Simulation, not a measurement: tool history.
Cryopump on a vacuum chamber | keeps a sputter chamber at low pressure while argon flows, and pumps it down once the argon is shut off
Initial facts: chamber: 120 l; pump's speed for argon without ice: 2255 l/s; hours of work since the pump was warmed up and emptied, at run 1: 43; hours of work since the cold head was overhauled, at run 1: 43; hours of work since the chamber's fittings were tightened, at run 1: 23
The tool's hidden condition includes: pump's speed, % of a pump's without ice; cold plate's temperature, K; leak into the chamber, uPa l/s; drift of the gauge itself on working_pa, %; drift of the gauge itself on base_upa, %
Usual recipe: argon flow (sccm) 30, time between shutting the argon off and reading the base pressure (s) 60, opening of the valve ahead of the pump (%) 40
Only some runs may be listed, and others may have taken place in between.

run   hour  argon flow (sccm)  time between shutting the argon off and reading the base pressure (s)  opening of the valve ahead of the pump (%)  hours of work since the pump was warmed up and emptied  hours of work since the cold head was overhauled  hours of work since the chamber's fittings were tightened  pressure while argon flows (Pa)  pressure after the wait (uPa)
  1    0.0                 30                                                                     60                                          40                                                      43                                                43                                                         23                           0.0568                           1.24
  2   22.4                 30                                                                     60                                          40                                                      52                                                52                                                         32                           0.0571                           1.29
  3   45.0                 30                                                                     60                                          40                                                      61                                                61                                                         42                           0.0573                           1.30
  4   68.7                 30                                                                     60                                          40                                                      71                                                71                                                         51                           0.0567                           1.27
  5   96.7                 30                                                                     75                                          40                                                      82                                                82                                                         63                           0.0571                           1.07
  6  114.7                 30                                                                     60                                          40                                                      90                                                90                                                         70                           0.0567                           1.33
  7  130.3                 30                                                                     60                                          19                                                      96                                                96                                                         77                           0.1184                           1.29
  8  149.1                 30                                                                     60                                          19                                                     104                                               104                                                         85                           0.1187                           1.29
  9  171.6                 30                                                                     60                                          29                                                     113                                               113                                                         94                           0.0787                           1.37
 10  190.6                 30                                                                     60                                          29                                                     121                                               121                                                        102                           0.0778                           1.33
 11  222.8                 30                                                                     60                                          29                                                     134                                               134                                                        115                           0.0788                           1.34
 12  254.1                 30                                                                     60                                          29                                                     147                                               147                                                        128                           0.0787                           1.38
 13  281.6                 44                                                                     60                                          29                                                     159                                               159                                                        139                           0.1151                           1.36
 14  297.3                 30                                                                     59                                          40                                                     165                                               165                                                        146                           0.0572                           1.40
 15  327.9                 27                                                                     93                                          22                                                     178                                               178                                                        158                           0.0929                           1.02
 16  349.9                 53                                                                     60                                          40                                                     187                                               187                                                        168                           0.1014                           1.37
 17  382.1                 20                                                                     60                                          58                                                     200                                               200                                                        181                           0.0266                           1.34
 18  401.6                 21                                                                    100                                          58                                                     208                                               208                                                        189                           0.0284                           0.93
 19  433.7                 21                                                                    100                                          58                                                     222                                               222                                                        202                           0.0283                           0.97
 20  466.1                 21                                                                    100                                          58                                                     235                                               235                                                        215                           0.0281                           1.00
 21  480.2                 21                                                                    100                                          58                                                     241                                               241                                                        221                           0.0282                           0.96
 22  510.3                 21                                                                    100                                          34                                                     253                                               253                                                        234                           0.0473                           1.00
 23  523.4                 31                                                                     60                                          17                                                     259                                               259                                                        239                           0.1387                           1.40
 24  536.8                 30                                                                     60                                          37                                                     264                                               264                                                        245                           0.0624                           1.47
 25  565.5                 17                                                                    265                                          41                                                     276                                               276                                                        256                           0.0317                           0.59

Measured result minus the same run's result without the hidden state. Both carry the same run-to-run variation, though not necessarily the same gauge scatter:
run  pressure while argon flows (Pa)  pressure after the wait (uPa)
  1                          +0.0004                          +0.03
  2                          +0.0005                          +0.04
  3                          +0.0006                          +0.05
  4                          +0.0006                          +0.05
  5                          +0.0006                          +0.07
  6                          +0.0007                          +0.08
  7                          +0.0007                          +0.08
  8                          +0.0008                          +0.09
  9                          +0.0007                          +0.09
 10                          +0.0008                          +0.10
 11                          +0.0009                          +0.10
 12                          +0.0009                          +0.12
 13                          +0.0014                          +0.13
 14                          +0.0010                          +0.13
 15                          +0.0010                          +0.15
 16                          +0.0019                          +0.15
 17                          +0.0008                          +0.16
 18                          +0.0008                          +0.16
 19                          +0.0009                          +0.18
 20                          +0.0009                          +0.20
 21                          +0.0009                          +0.20
 22                          +0.0009                          +0.21
 23                          +0.0014                          +0.20
 24                          +0.0014                          +0.21
 25                          +0.0008                          +0.23

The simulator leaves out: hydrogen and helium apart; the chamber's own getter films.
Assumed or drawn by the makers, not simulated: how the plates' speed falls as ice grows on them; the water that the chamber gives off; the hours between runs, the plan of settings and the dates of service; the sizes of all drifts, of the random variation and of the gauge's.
